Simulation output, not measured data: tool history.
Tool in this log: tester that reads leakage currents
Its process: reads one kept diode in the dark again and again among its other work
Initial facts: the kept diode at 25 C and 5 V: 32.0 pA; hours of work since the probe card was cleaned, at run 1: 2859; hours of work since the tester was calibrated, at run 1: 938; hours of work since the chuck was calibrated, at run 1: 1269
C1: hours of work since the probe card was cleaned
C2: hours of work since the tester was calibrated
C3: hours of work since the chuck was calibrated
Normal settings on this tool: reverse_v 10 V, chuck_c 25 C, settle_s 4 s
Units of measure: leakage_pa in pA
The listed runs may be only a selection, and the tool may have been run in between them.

run 1 hour=0 | reverse_v=10 chuck_c=25 settle_s=4 | C1=2859 C2=938 C3=1269 | leakage_pa=69.45
run 2 hour=59.9 | reverse_v=10 chuck_c=34 settle_s=4 | C1=2893 C2=972 C3=1303 | leakage_pa=133.51
run 3 hour=171.8 | reverse_v=10 chuck_c=25 settle_s=4 | C1=2956 C2=1035 C3=1366 | leakage_pa=70.27
run 4 hour=279 | reverse_v=10 chuck_c=25 settle_s=5.5 | C1=3016 C2=1095 C3=1427 | leakage_pa=71.21
run 5 hour=391 | reverse_v=10 chuck_c=25 settle_s=5.5 | C1=3080 C2=1158 C3=1490 | leakage_pa=71.87
run 6 hour=488 | reverse_v=10 chuck_c=25 settle_s=5.5 | C1=3134 C2=1213 C3=1545 | leakage_pa=72.61
run 7 hour=552.1 | reverse_v=1.1 chuck_c=25 settle_s=4 | C1=3170 C2=1249 C3=1581 | leakage_pa=20.5
-- hour=573.3 probe card cleaned and baked
run 8 hour=614.2 | reverse_v=1.1 chuck_c=25 settle_s=4 | C1=23 C2=1283 C3=1614 | leakage_pa=18.18
run 9 hour=704.3 | reverse_v=10 chuck_c=25 settle_s=0.98 | C1=74 C2=1333 C3=1665 | leakage_pa=53.66
run 10 hour=780.8 | reverse_v=10 chuck_c=25 settle_s=0.98 | C1=117 C2=1377 C3=1708 | leakage_pa=53.93
run 11 hour=866.3 | reverse_v=10 chuck_c=26 settle_s=0.98 | C1=165 C2=1425 C3=1756 | leakage_pa=59.75
run 12 hour=931.8 | reverse_v=10 chuck_c=26 settle_s=0.98 | C1=202 C2=1462 C3=1793 | leakage_pa=59.98
run 13 hour=1019 | reverse_v=10 chuck_c=25 settle_s=4 | C1=251 C2=1511 C3=1842 | leakage_pa=54.71
run 14 hour=1067.2 | reverse_v=10 chuck_c=25 settle_s=4 | C1=279 C2=1538 C3=1870 | leakage_pa=54.98
run 15 hour=1173.2 | reverse_v=10 chuck_c=25 settle_s=4 | C1=338 C2=1598 C3=1929 | leakage_pa=55.38
run 16 hour=1228.9 | reverse_v=13.6 chuck_c=21 settle_s=0.55 | C1=370 C2=1629 C3=1961 | leakage_pa=48.82
run 17 hour=1328.2 | reverse_v=4.1 chuck_c=24 settle_s=1.54 | C1=426 C2=1685 C3=2017 | leakage_pa=33.27
run 18 hour=1419.8 | reverse_v=4.1 chuck_c=24 settle_s=1.54 | C1=478 C2=1737 C3=2069 | leakage_pa=33.81
run 19 hour=1501.8 | reverse_v=1.5 chuck_c=46 settle_s=4 | C1=524 C2=1783 C3=2115 | leakage_pa=140.36
run 20 hour=1605.3 | reverse_v=1.5 chuck_c=46 settle_s=4 | C1=582 C2=1842 C3=2173 | leakage_pa=140.67
run 21 hour=1656.1 | reverse_v=2.5 chuck_c=25 settle_s=4 | C1=611 C2=1870 C3=2202 | leakage_pa=29.24
run 22 hour=1704.1 | reverse_v=2.5 chuck_c=25 settle_s=4 | C1=638 C2=1897 C3=2229 | leakage_pa=29.31
run 23 hour=1790.6 | reverse_v=10 chuck_c=33 settle_s=4 | C1=687 C2=1946 C3=2278 | leakage_pa=118.57
run 24 hour=1848.6 | reverse_v=10 chuck_c=45 settle_s=1.16 | C1=719 C2=1979 C3=2311 | leakage_pa=323.64
-- hour=1961 chuck's temperature calibrated
run 25 hour=1962.6 | reverse_v=10 chuck_c=45 settle_s=1.16 | C1=783 C2=2042 C3=1 | leakage_pa=272.15
run 26 hour=2048.4 | reverse_v=10 chuck_c=21 settle_s=0.3 | C1=831 C2=2091 C3=49 | leakage_pa=40.24
run 27 hour=2136.5 | reverse_v=18.5 chuck_c=35 settle_s=0.47 | C1=881 C2=2140 C3=99 | leakage_pa=166

Forecast each of these 5 alternatives for the next run:
run A hour=2235.1 | reverse_v=5 chuck_c=25 settle_s=4 | C1=936 C2=2196 C3=155 | leakage_pa=?
run B hour=2235.1 | reverse_v=18.5 chuck_c=25 settle_s=8.02 | C1=936 C2=2196 C3=155 | leakage_pa=?
run C hour=2235.1 | reverse_v=1.1 chuck_c=35 settle_s=1.85 | C1=936 C2=2196 C3=155 | leakage_pa=?
run D hour=2235.1 | reverse_v=2.2 chuck_c=35 settle_s=0.45 | C1=936 C2=2196 C3=155 | leakage_pa=?
run E hour=2235.1 | reverse_v=18.5 chuck_c=22 settle_s=0.47 | C1=936 C2=2196 C3=155 | leakage_pa=?

run=A leakage_pa=35.69
run=B leakage_pa=72.13
run=C leakage_pa=40.35
run=D leakage_pa=57.43
run=E leakage_pa=62.05
Stripped of hidden state, with their random variation kept, the same runs would have yielded:
run=A leakage_pa=32.3
run=B leakage_pa=59.82
run=C leakage_pa=39.51
run=D leakage_pa=55.82
run=E leakage_pa=49.86

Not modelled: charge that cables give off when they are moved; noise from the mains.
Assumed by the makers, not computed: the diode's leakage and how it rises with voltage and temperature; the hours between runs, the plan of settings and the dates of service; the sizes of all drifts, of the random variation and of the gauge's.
